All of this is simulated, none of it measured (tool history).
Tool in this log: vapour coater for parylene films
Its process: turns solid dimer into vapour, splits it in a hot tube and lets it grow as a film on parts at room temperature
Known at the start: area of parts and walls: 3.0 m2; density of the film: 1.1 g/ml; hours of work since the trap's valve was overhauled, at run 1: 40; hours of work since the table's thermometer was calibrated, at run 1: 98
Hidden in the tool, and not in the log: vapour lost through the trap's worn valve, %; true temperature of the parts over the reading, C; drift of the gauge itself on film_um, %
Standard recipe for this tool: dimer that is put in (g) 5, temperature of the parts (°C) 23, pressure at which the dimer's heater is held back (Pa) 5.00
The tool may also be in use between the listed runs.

run	day	dimer that is put in (g)	temperature of the parts (°C)	pressure at which the dimer's heater is held back (Pa)	hours of work since the trap's valve was overhauled	hours of work since the table's thermometer was calibrated	thickness of the film (um)
1	0.000	5	23	5.00	40	98	1.083
2	0.404	5	23	6.88	46	105	0.988
3	0.879	5	23	6.88	54	113	0.996
4	1.629	5	23	6.88	66	125	0.994
5	2.438	5	23	5.00	79	138	1.065
6	3.071	5	23	5.00	89	148	1.048
7	3.612	5	23	2.77	98	157	1.210
8	4.162	5	23	2.77	107	166	1.205
9	4.846	5	23	2.77	118	177	1.208
10	5.454	3	23	2.77	128	187	0.715
11	6.038	5	23	5.00	137	196	1.030
12	6.525	5	23	5.00	145	204	1.021
13	7.004	5	23	5.00	153	212	1.014
14	7.696	5	33	5.00	164	223	0.826
15	8.483	5	23	4.79	177	236	1.026
16	9.167	5	20	5.00	188	247	1.054
17	9.504	5	23	5.00	194	252	1.003
18	10.208	5	23	5.00	205	264	0.987
19	10.654	5	23	5.00	212	271	1.002
20	11.358	5	23	5.00	224	283	1.002
21	12.162	5	23	5.00	237	296	0.992
22	12.967	5	23	5.00	250	309	0.978
# day 13.175: trap's valve overhauled
23	13.879	5	23	5.00	11	321	0.900
24	14.329	5	18	5.00	19	328	1.000
# day 14.592: trap's valve overhauled, once more
25	14.888	3	18	5.24	5	334	0.719
26	15.646	6	29	5.00	17	347	1.157
27	16.212	5	31	5.00	26	356	0.940
28	16.592	5	19	9.84	32	362	0.980
29	17.104	4	23	4.57	41	370	0.878
30	17.442	4	23	4.57	46	376	0.884
31	18.075	5	34	10.58	56	386	0.726
32	18.875	5	16	2.33	69	399	1.438
33	19.604	4	21	2.33	81	411	1.070
34	20.258	4	21	2.33	92	421	1.062
35	20.658	4	21	4.07	98	428	0.916
36	21.388	4	21	4.07	110	440	0.920
37	22.088	4	21	4.07	122	451	0.906
38	22.896	3	23	5.14	135	464	0.618
39	23.275	2	35	5.00	141	470	0.334
40	23.833	5	19	5.00	150	479	1.117
41	24.312	4	25	10.10	158	487	0.666
42	24.796	8	21	11.97	165	495	1.379
43	25.250	3	23	3.12	173	502	0.688
44	25.725	2	23	5.00	180	510	0.410
45	26.283	5	23	5.00	190	519	1.011

Selected run-to-run steps in thickness of the film (um), each split into two signed amounts: the part the tool would show with no hidden state at all (from settings, incoming material and random variation), and the remainder, which goes to the hidden state together with any gauge scatter not common to the measured and the hidden-state-free results:
Run 22 -> 23: trap's valve overhauled. thickness of the film (um) -0.078: hidden state -0.069, all else -0.009.
Run 24 -> 25: dimer that is put in (g) 5 -> 3, pressure at which the dimer's heater is held back (Pa) 5.00 -> 5.24, trap's valve overhauled, once more. thickness of the film (um) -0.281: hidden state +0.208, all else -0.489.
Run 31 -> 32: temperature of the parts (°C) 34 -> 16, pressure at which the dimer's heater is held back (Pa) 10.58 -> 2.33. thickness of the film (um) +0.712: hidden state -0.033, all else +0.745.
Run 39 -> 40: dimer that is put in (g) 2 -> 5, temperature of the parts (°C) 35 -> 19. thickness of the film (um) +0.783: hidden state -0.050, all else +0.833.
Run 41 -> 42: dimer that is put in (g) 4 -> 8, temperature of the parts (°C) 25 -> 21, pressure at which the dimer's heater is held back (Pa) 10.10 -> 11.97. thickness of the film (um) +0.713: hidden state -0.052, all else +0.765.
